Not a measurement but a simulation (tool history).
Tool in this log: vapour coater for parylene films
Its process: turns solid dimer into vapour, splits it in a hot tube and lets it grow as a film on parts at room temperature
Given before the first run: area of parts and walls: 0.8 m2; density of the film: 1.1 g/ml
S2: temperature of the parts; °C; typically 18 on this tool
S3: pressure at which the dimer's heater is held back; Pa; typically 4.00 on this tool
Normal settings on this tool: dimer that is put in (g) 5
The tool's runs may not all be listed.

Run 1, day 0.000: usual settings. Result: thickness of the film (um) 2.40.
At day 0.983: trap's valve overhauled.
Run 2, day 2.725: usual settings. Result: thickness of the film (um) 2.59.
Run 3, day 5.412: usual settings. Result: thickness of the film (um) 2.55.
Run 4, day 8.488: usual settings. Result: thickness of the film (um) 2.57.
Run 5, day 11.208: usual settings. Result: thickness of the film (um) 2.51.
Run 6, day 14.133: usual settings but S3 7.61 Pa. Result: thickness of the film (um) 2.20.
Run 7, day 15.771: usual settings but S2 12 °C, S3 7.47 Pa. Result: thickness of the film (um) 2.83.

Run 8 is up next; what results do you expect?
Run 8, day 17.775: usual settings but S3 2.06 Pa. Result: thickness of the film (um) ?.

Run 8 produced thickness of the film (um) 2.69.
Minus the tool's unlogged condition, the same run would have read thickness of the film (um) 3.07.
